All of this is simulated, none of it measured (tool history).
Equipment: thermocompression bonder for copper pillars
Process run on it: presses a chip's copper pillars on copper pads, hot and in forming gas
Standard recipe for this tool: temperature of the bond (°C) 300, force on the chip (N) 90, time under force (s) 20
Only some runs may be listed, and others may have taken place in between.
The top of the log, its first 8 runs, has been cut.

run,hour,temperature of the bond (°C),force on the chip (N),time under force (s),hours of work since the heater was calibrated,hours of work since the force cell was calibrated,hours of work since the gas filter was changed,force that shears a chip off (N)
9,112.2,300,83,20,196,611,172,38.6
10,129.1,300,90,20,208,624,185,39.4
11,138.3,300,90,20,215,630,191,40.8
12,147.8,300,90,20,222,637,198,40.7
13,165.1,300,90,20,234,649,210,40.3
14,177.8,300,90,20,243,658,219,39.7
15,189.1,300,90,20,251,666,227,39.1
16,204.6,300,105,20,262,678,239,44.4
17,212.1,300,105,20,268,683,244,43.6
18,226.6,300,105,20,278,693,254,42.8
19,243.7,300,105,20,290,706,267,41.9
20,258.6,300,90,16,301,716,277,35.5
21,273.8,300,90,60,312,727,288,56.2
22,287.2,300,90,21,322,737,298,38.1
23,298.3,300,90,21,329,745,306,39.0
24,306.6,318,88,20,335,750,311,44.3
25,322.5,321,71,46,347,762,323,55.7
26,330.4,321,71,46,352,768,329,55.6
27,345.2,321,71,46,363,778,339,55.8
# hour 348.9: heater calibrated with a thermocouple chip
28,357.3,314,110,20,6,785,346,48.6
29,369.1,300,90,25,14,794,355,39.2
30,378.5,300,90,25,21,801,362,37.9

Forecast run 31:
# hour 382.8: forming gas filter changed
31,391.8,300,90,25,30,810,6,?

force that shears a chip off (N): 45.7
With no hidden state in the tool, this same run would have given force that shears a chip off (N) 51.6.

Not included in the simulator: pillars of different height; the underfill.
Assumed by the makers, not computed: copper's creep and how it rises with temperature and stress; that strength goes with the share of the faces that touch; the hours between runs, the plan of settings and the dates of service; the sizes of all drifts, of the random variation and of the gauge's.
